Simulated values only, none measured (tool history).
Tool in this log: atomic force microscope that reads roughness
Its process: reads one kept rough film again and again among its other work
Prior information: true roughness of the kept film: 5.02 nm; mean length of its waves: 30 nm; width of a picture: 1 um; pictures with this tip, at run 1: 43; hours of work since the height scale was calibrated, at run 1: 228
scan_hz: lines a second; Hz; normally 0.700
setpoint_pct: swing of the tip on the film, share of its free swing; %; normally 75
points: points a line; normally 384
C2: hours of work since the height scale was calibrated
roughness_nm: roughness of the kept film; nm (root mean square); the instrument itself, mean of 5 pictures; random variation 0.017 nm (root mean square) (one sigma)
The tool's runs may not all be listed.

Run 1, hour 0.0: usual settings; pictures with this tip 43; C2 228. Result: roughness_nm 3.871 nm (root mean square).
Run 2, hour 47.9: usual settings; pictures with this tip 98; C2 248. Result: roughness_nm 3.486 nm (root mean square).
Run 3, hour 74.8: usual settings; pictures with this tip 129; C2 259. Result: roughness_nm 3.295 nm (root mean square).
Run 4, hour 104.9: usual settings; pictures with this tip 164; C2 271. Result: roughness_nm 3.089 nm (root mean square).
At hour 140.1: new tip fitted.
Run 5, hour 149.1: usual settings; pictures with this tip 10; C2 289. Result: roughness_nm 4.081 nm (root mean square).
Run 6, hour 200.1: usual settings; pictures with this tip 69; C2 311. Result: roughness_nm 3.623 nm (root mean square).
Run 7, hour 237.8: usual settings; pictures with this tip 113; C2 326. Result: roughness_nm 3.370 nm (root mean square).
Run 8, hour 275.5: usual settings; pictures with this tip 156; C2 342. Result: roughness_nm 3.109 nm (root mean square).
At hour 317.8: new tip fitted.
Run 9, hour 320.4: usual settings; pictures with this tip 3; C2 361. Result: roughness_nm 4.178 nm (root mean square).
Run 10, hour 354.0: usual settings; pictures with this tip 42; C2 375. Result: roughness_nm 3.787 nm (root mean square).
Run 11, hour 398.5: usual settings but scan_hz 1.709 Hz, points 987; pictures with this tip 93; C2 393. Result: roughness_nm 3.381 nm (root mean square).
Run 12, hour 427.9: usual settings but scan_hz 1.709 Hz, setpoint_pct 65 %, points 299; pictures with this tip 127; C2 405. Result: roughness_nm 3.219 nm (root mean square).
Run 13, hour 476.0: usual settings but scan_hz 1.709 Hz, setpoint_pct 65 %, points 299; pictures with this tip 183; C2 425. Result: roughness_nm 2.899 nm (root mean square).
At hour 495.2: new tip fitted.
Run 14, hour 503.9: usual settings but scan_hz 0.943 Hz, setpoint_pct 89 %, points 377; pictures with this tip 10; C2 437. Result: roughness_nm 3.959 nm (root mean square).
Run 15, hour 548.1: usual settings but scan_hz 3.219 Hz, points 752; pictures with this tip 61; C2 455. Result: roughness_nm 3.482 nm (root mean square).
Run 16, hour 582.6: usual settings but scan_hz 3.219 Hz, points 752; pictures with this tip 101; C2 470. Result: roughness_nm 3.199 nm (root mean square).

Below are 5 alternative next runs, each starting from the tool's condition after run 16. Predict each:
Run A, hour 604.9: usual settings but scan_hz 2.339 Hz, setpoint_pct 65 %, points 314; pictures with this tip 127; C2 479. Result: roughness_nm ?.
Run B, hour 604.9: usual settings but points 389; pictures with this tip 127; C2 479. Result: roughness_nm ?.
Run C, hour 604.9: usual settings but scan_hz 0.953 Hz, points 282; pictures with this tip 127; C2 479. Result: roughness_nm ?.
Run D, hour 604.9: usual settings but scan_hz 2.777 Hz, points 782; pictures with this tip 127; C2 479. Result: roughness_nm ?.
Run E, hour 604.9: usual settings but setpoint_pct 81 %; pictures with this tip 127; C2 479. Result: roughness_nm ?.

run  roughness_nm
  A         3.161
  B         3.234
  C         3.197
  D         3.079
  E         3.202
The same runs, with their run-to-run variation unchanged, on a tool lacking any hidden condition would have given:
run  roughness_nm
  A         4.151
  B         4.248
  C         4.199
  D         4.043
  E         4.208
